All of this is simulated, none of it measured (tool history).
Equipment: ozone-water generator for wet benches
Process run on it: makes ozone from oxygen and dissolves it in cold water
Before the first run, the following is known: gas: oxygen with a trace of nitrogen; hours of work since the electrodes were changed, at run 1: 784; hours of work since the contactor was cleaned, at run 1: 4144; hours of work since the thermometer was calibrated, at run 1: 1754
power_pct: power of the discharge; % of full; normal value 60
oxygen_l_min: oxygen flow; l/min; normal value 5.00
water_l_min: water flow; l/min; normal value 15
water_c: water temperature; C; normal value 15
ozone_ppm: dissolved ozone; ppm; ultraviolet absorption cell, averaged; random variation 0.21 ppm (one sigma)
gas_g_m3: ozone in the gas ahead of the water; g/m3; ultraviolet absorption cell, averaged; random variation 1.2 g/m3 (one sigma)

run,hour,power_pct,oxygen_l_min,water_l_min,water_c,hours of work since the electrodes were changed,hours of work since the contactor was cleaned,hours of work since the thermometer was calibrated,ozone_ppm,gas_g_m3
1,0.0,60,5.00,15,15,784,4144,1754,28.6,222.4
2,57.9,60,5.00,15,15,835,4195,1805,28.4,221.3
3,136.3,60,5.00,15,15,904,4264,1875,28.6,221.8
4,211.3,60,5.00,15,15,970,4330,1941,28.4,221.0
5,280.8,60,5.00,15,15,1032,4392,2002,28.2,219.3
6,325.1,60,5.00,15,10,1071,4431,2042,30.6,219.9
7,376.8,60,5.00,15,16,1116,4477,2087,27.7,222.2
8,462.7,60,5.00,15,16,1192,4553,2163,27.7,217.6
9,509.3,60,5.00,15,16,1234,4594,2204,27.4,220.0
# hour 519.1: contactor cleaned
10,559.0,60,3.28,15,16,1274,35,2245,25.7,262.2
11,643.6,60,3.28,15,16,1349,110,2319,25.8,262.2
12,686.5,60,2.61,15,15,1387,148,2357,24.9,289.8
13,773.3,60,2.61,15,15,1463,225,2434,24.5,290.1
14,859.7,60,2.61,15,15,1540,301,2510,24.3,284.3
# hour 914.5: contactor cleaned, once more
15,915.6,60,2.61,15,15,1585,1,2556,25.9,287.8
16,1004.6,88,5.97,10,23,1664,80,2635,43.3,272.4
17,1050.3,60,5.00,12,9,1704,120,2675,37.1,217.8
18,1129.7,60,5.00,12,9,1775,190,2745,37.2,216.2
19,1203.6,60,2.68,23,19,1840,255,2811,15.7,280.8
20,1280.3,67,5.00,9,15,1908,323,2878,44.3,234.6
21,1334.6,67,5.00,9,15,1956,371,2926,44.0,234.1
22,1404.0,53,3.30,19,11,2017,433,2988,20.3,233.7
23,1480.2,63,5.00,15,20,2084,500,3055,27.1,222.6
24,1536.3,60,4.84,14,15,2134,549,3105,29.2,216.6
25,1575.1,60,5.00,15,18,2168,584,3139,26.5,212.3
26,1656.5,60,5.00,15,18,2240,656,3211,26.3,214.3
27,1736.7,60,5.00,15,18,2311,727,3282,26.5,213.4
28,1815.6,64,5.00,15,17,2381,796,3351,28.4,223.1
29,1869.7,64,5.00,15,17,2429,844,3399,28.2,220.0

Across each entry between runs, compare the hidden state at the last listed run before it with the hidden state at the first listed run after it:
Run 9 -> run 10: contactor cleaned (hour 519.1)
  yield of the discharge, % of new electrodes': 95.4 -> 95.2; contactor's efficiency, % of a clean one's: 93.8 -> 90.3
  measured value less the no-hidden-state value, ozone_ppm: -2.0 -> -2.4 ppm; gas_g_m3: -9.3 -> -11.4 g/m3
Run 14 -> run 15: contactor cleaned, once more (hour 914.5)
  yield of the discharge, % of new electrodes': 94.4 -> 94.2; contactor's efficiency, % of a clean one's: 90 -> 99.2
  measured value less the no-hidden-state value, ozone_ppm: -2.6 -> -1.5 ppm; gas_g_m3: -14.7 -> -15.3 g/m3

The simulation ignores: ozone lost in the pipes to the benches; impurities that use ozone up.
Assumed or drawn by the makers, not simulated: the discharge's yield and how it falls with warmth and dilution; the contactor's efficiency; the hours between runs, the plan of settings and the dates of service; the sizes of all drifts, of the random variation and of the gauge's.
